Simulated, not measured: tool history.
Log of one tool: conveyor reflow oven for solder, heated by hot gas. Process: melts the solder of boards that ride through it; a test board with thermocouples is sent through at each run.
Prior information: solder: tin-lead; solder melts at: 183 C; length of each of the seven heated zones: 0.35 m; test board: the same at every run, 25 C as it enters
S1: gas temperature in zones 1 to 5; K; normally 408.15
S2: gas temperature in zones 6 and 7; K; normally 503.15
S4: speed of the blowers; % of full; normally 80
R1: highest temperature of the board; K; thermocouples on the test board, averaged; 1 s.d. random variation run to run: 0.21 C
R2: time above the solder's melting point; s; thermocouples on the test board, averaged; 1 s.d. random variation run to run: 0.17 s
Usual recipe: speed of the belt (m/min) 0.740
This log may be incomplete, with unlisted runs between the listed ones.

Run 1, day 0.000: usual settings. Result: R1 486.55 K, R2 39.9 s.
Run 2, day 3.800: usual settings. Result: R1 486.65 K, R2 39.2 s.
Run 3, day 6.071: usual settings. Result: R1 485.95 K, R2 39.3 s.
Run 4, day 7.967: usual settings but speed of the belt (m/min) 0.858. Result: R1 480.55 K, R2 29.9 s.
Run 5, day 10.358: usual settings. Result: R1 485.65 K, R2 39.1 s.
Run 6, day 12.342: usual settings. Result: R1 485.25 K, R2 38.9 s.
Run 7, day 15.138: usual settings but S2 513.15 K. Result: R1 493.75 K, R2 43.9 s.
Run 8, day 17.279: usual settings. Result: R1 484.95 K, R2 38.2 s.
Run 9, day 19.367: usual settings. Result: R1 484.55 K, R2 38.4 s.
Run 10, day 21.871: usual settings. Result: R1 484.55 K, R2 38.1 s.
At day 22.821: thermocouples of zones 6 and 7 changed.
At day 23.246: flux residue cleaned out of gas plates and filters.
Run 11, day 24.671: usual settings but S1 397.15 K. Result: R1 485.45 K, R2 36.5 s.
Run 12, day 27.471: usual settings but S1 397.15 K. Result: R1 485.15 K, R2 36.3 s.
Run 13, day 30.238: usual settings but S1 397.15 K. Result: R1 484.75 K, R2 36.1 s.
Run 14, day 33.896: usual settings but S1 397.15 K. Result: R1 484.55 K, R2 35.9 s.
Run 15, day 36.079: usual settings. Result: R1 486.15 K, R2 39.5 s.
Run 16, day 38.762: usual settings. Result: R1 485.95 K, R2 39.4 s.
Run 17, day 41.046: usual settings but S1 412.15 K, speed of the belt (m/min) 0.638. Result: R1 490.95 K, R2 51.3 s.
Run 18, day 44.354: usual settings but S1 398.15 K, speed of the belt (m/min) 0.815. Result: R1 479.65 K, R2 28.8 s.
Run 19, day 48.046: usual settings but S1 398.15 K, speed of the belt (m/min) 0.815. Result: R1 479.35 K, R2 28.0 s.
Run 20, day 50.688: usual settings but S1 413.15 K, S2 516.15 K, speed of the belt (m/min) 0.689, S4 69 % of full. Result: R1 496.75 K, R2 50.6 s.
At day 53.300: flux residue cleaned out of gas plates and filters.
Run 21, day 53.692: usual settings but S2 514.15 K, speed of the belt (m/min) 0.612, S4 66 % of full. Result: R1 500.55 K, R2 58.3 s.
Run 22, day 57.138: usual settings but S2 499.15 K, speed of the belt (m/min) 0.709, S4 66 % of full. Result: R1 482.05 K, R2 39.0 s.
Run 23, day 58.704: usual settings but S2 493.15 K, speed of the belt (m/min) 0.723, S4 66 % of full. Result: R1 476.95 K, R2 33.0 s.
Run 24, day 60.296: usual settings but S2 493.15 K, speed of the belt (m/min) 0.723, S4 66 % of full. Result: R1 476.75 K, R2 33.3 s.
Run 25, day 62.738: usual settings but S2 504.15 K, speed of the belt (m/min) 0.876. Result: R1 482.45 K, R2 30.7 s.
Run 26, day 65.946: usual settings but S1 415.15 K, S2 493.15 K, speed of the belt (m/min) 0.594, S4 66 % of full. Result: R1 482.35 K, R2 50.7 s.
At day 67.854: thermocouples of zones 6 and 7 changed.
Run 27, day 69.462: usual settings but S1 400.15 K, S2 509.15 K, speed of the belt (m/min) 0.678, S4 74 % of full. Result: R1 490.25 K, R2 44.8 s.
Run 28, day 71.788: usual settings but S4 54 % of full. Result: R1 478.25 K, R2 32.3 s.
Run 29, day 75.017: usual settings but S4 54 % of full. Result: R1 478.05 K, R2 31.9 s.
Run 30, day 76.779: usual settings but S2 504.15 K. Result: R1 485.25 K, R2 39.7 s.
Run 31, day 80.162: usual settings but S1 402.15 K, S2 501.15 K. Result: R1 481.85 K, R2 34.9 s.

Forecast each of these 4 alternatives for the next run:
Run A, day 82.542: usual settings but S2 505.15 K, speed of the belt (m/min) 0.727. Result: R1 ?, R2 ?.
Run B, day 82.542: usual settings but S1 418.15 K, S2 501.15 K. Result: R1 ?, R2 ?.
Run C, day 82.542: usual settings but S1 420.15 K, S2 501.15 K. Result: R1 ?, R2 ?.
Run D, day 82.542: usual settings but S1 402.15 K, S2 515.15 K, speed of the belt (m/min) 0.627, S4 79 % of full. Result: R1 ?, R2 ?.

run      R1    R2
  A  486.15  41.1
  B  483.95  41.4
  C  484.95  42.7
  D  498.85  54.8
The same runs, with their run-to-run variation unchanged, on a tool lacking any hidden condition would have given:
run      R1    R2
  A  489.35  42.2
  B  486.75  42.4
  C  487.85  43.5
  D  501.95  54.9

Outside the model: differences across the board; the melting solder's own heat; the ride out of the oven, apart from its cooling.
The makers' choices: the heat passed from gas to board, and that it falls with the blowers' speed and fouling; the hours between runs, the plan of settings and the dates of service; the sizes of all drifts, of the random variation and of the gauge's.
